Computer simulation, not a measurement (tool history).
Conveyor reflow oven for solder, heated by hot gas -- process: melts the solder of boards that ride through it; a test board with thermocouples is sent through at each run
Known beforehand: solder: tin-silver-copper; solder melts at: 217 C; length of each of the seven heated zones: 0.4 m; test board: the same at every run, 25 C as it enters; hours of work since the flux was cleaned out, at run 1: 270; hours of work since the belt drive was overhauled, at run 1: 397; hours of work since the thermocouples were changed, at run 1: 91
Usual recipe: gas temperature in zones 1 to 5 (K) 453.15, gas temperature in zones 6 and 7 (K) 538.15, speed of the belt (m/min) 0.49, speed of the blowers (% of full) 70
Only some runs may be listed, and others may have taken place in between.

run	day	gas temperature in zones 1 to 5 (K)	gas temperature in zones 6 and 7 (K)	speed of the belt (m/min)	speed of the blowers (% of full)	hours of work since the flux was cleaned out	hours of work since the belt drive was overhauled	hours of work since the thermocouples were changed	highest temperature of the board (K)	time above the solder's melting point (s)
1	0	453.15	538.15	0.49	70	270	397	91	525.65	78.1
2	2.254	453.15	538.15	0.49	70	294	421	115	525.55	78
3	3.525	453.15	538.15	0.49	70	308	435	129	525.45	77.9
# day 5.833: flux residue cleaned out of gas plates and filters
4	6.062	453.15	538.15	0.49	70	2	460	154	527.15	80.2
5	8.267	453.15	538.15	0.49	70	26	484	177	527.15	80
6	9.792	453.15	538.15	0.49	70	42	500	194	526.45	80.1
7	11.958	453.15	538.15	0.49	70	66	523	217	526.65	79.8
8	14.421	453.15	538.15	0.49	70	92	549	243	526.25	80
9	15.517	453.15	538.15	0.49	70	104	561	255	526.15	79.8
10	17.292	453.15	538.15	0.49	70	123	580	274	526.05	79.8
11	18.629	453.15	538.15	0.49	66	137	595	288	525.45	78.6
12	21.042	463.15	538.15	0.49	70	163	620	314	527.05	86.1
13	22.783	463.15	538.15	0.49	70	182	639	333	527.05	86.1
14	25.221	463.15	538.15	0.49	77	208	665	359	527.85	87
15	26.317	463.15	538.15	0.49	77	220	677	371	527.85	86.7
16	28.004	453.15	538.15	0.43	70	238	695	389	528.15	94.2
17	29.429	466.15	538.15	0.43	60	253	710	404	528.25	101.9
18	30.925	466.15	538.15	0.43	60	269	726	420	528.35	101.7
19	33.188	466.15	538.15	0.43	60	293	751	444	528.05	101.5
20	34.983	466.15	538.15	0.43	60	313	770	464	527.75	101.6
21	36.192	466.15	538.15	0.43	60	325	783	477	527.55	101.7
# day 36.942: flux residue cleaned out of gas plates and filters
22	38.15	466.15	538.15	0.43	60	13	802	495	528.75	102.7
23	39.662	453.15	546.15	0.49	70	29	818	512	533.65	85.9
24	42.133	452.15	531.15	0.49	70	56	844	538	519.55	74.4
25	44.358	452.15	531.15	0.49	70	80	868	562	519.85	74
# day 46: belt drive overhauled, speed set with a stopwatch
# day 46.671: thermocouples of zones 6 and 7 changed
26	46.971	452.15	531.15	0.49	70	105	9	3	520.35	73.1
27	48.712	452.15	531.15	0.393	70	124	28	22	524.65	99.1
28	50.492	455.15	547.15	0.393	53	143	47	41	537.55	109.4
29	52.942	452.15	538.15	0.49	78	169	74	67	527.65	79.7
30	55.404	452.15	540.15	0.49	71	195	100	94	528.25	79.6
31	56.742	452.15	540.15	0.49	71	210	114	108	528.15	79.7

Forecast each of these 3 alternatives for the next run:
A	57.888	453.15	549.15	0.49	70	222	127	120	?	?
B	57.888	468.15	538.15	0.49	70	222	127	120	?	?
C	57.888	453.15	544.15	0.49	70	222	127	120	?	?

run	highest temperature of the board (K)	time above the solder's melting point (s)
A	536.45	85.7
B	528.35	88.5
C	531.75	82.5
Stripped of hidden state, with their random variation kept, the same runs would have yielded:
run	highest temperature of the board (K)	time above the solder's melting point (s)
A	538.15	86.7
B	529.75	89.4
C	533.45	83.7

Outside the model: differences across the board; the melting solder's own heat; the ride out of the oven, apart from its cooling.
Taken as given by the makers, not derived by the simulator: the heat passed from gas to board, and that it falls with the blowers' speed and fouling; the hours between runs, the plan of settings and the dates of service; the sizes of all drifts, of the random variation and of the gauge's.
